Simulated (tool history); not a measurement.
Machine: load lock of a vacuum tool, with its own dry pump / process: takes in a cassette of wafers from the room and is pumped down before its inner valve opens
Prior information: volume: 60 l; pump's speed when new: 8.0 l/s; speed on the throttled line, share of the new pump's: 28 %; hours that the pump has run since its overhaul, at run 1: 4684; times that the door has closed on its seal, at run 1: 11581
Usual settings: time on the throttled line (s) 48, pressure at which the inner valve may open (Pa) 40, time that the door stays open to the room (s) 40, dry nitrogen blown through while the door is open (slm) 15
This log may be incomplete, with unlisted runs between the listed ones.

run,hour,time on the throttled line (s),pressure at which the inner valve may open (Pa),time that the door stays open to the room (s),dry nitrogen blown through while the door is open (slm),hours that the pump has run since its overhaul,times that the door has closed on its seal,"incoming humidity of the room's air, %",time from the closed door until the inner valve may open (s),rise of the pressure with all valves shut (Pa/min)
1,0.0,48,40,40,15,4684,11581,43.5,96.3,0.067
2,208.5,48,40,40,15,4893,12421,45.9,95.4,0.075
3,486.4,48,40,40,15,5170,13540,42.8,94.9,0.083
4,713.3,48,40,40,8,5397,14454,40.1,96.0,0.081
5,880.4,48,40,40,6,5565,15127,46.8,95.9,0.103
6,1059.0,48,33,40,6,5743,15846,43.4,97.3,0.103
7,1188.5,48,33,40,6,5873,16367,45.9,97.1,0.109
8,1415.5,61,40,40,15,6100,17281,42.2,105.7,0.109
9,1542.8,32,40,40,15,6227,17794,44.5,84.8,0.113
10,1833.3,32,40,40,15,6517,18964,49.0,85.4,0.124
11,1959.9,32,40,40,15,6644,19474,47.7,84.3,0.131
12,2139.4,48,40,40,12,6823,20196,43.5,97.2,0.132
13,2408.7,48,63,40,12,7093,21281,46.3,91.8,0.144
14,2595.9,48,63,40,12,7280,22035,44.2,92.5,0.158
15,2748.9,48,40,70,8,7433,22651,46.2,97.3,0.165
16,3021.7,46,39,40,15,7706,23749,43.1,95.7,0.171
17,3244.9,46,39,40,15,7929,24648,42.5,94.1,0.177
18,3487.6,46,39,144,15,8172,25625,46.3,95.8,0.206
19,3614.8,45,39,124,5,8299,26138,45.4,95.9,0.217
20,3807.9,48,40,126,15,8492,26915,41.4,96.6,0.214
21,4046.5,48,72,40,8,8731,27876,43.8,92.6,0.219
22,4213.7,48,58,40,8,8898,28549,44.7,94.5,0.226
23,4389.0,48,58,40,8,9073,29255,45.9,95.6,0.231
24,4679.7,48,58,40,8,9364,30426,46.2,94.9,0.246
25,4936.5,48,58,40,8,9621,31460,46.4,94.6,0.254
26,5215.8,48,58,40,8,9900,32584,44.5,94.7,0.279

Here are 3 independent what-if runs from the current tool condition. What would each one return?
A,5407.9,28,30,40,35,10092,33358,47.4,?,?
B,5407.9,40,40,236,22,10092,33358,44.7,?,?
C,5407.9,27,40,40,5,10092,33358,44.4,?,?

run,time from the closed door until the inner valve may open (s),rise of the pressure with all valves shut (Pa/min)
A,87.9,0.281
B,93.3,0.297
C,83.4,0.281
Stripped of hidden state, with their random variation kept, the same runs would have yielded:
run,time from the closed door until the inner valve may open (s),rise of the pressure with all valves shut (Pa/min)
A,81.7,0.021
B,87.9,0.040
C,77.6,0.023
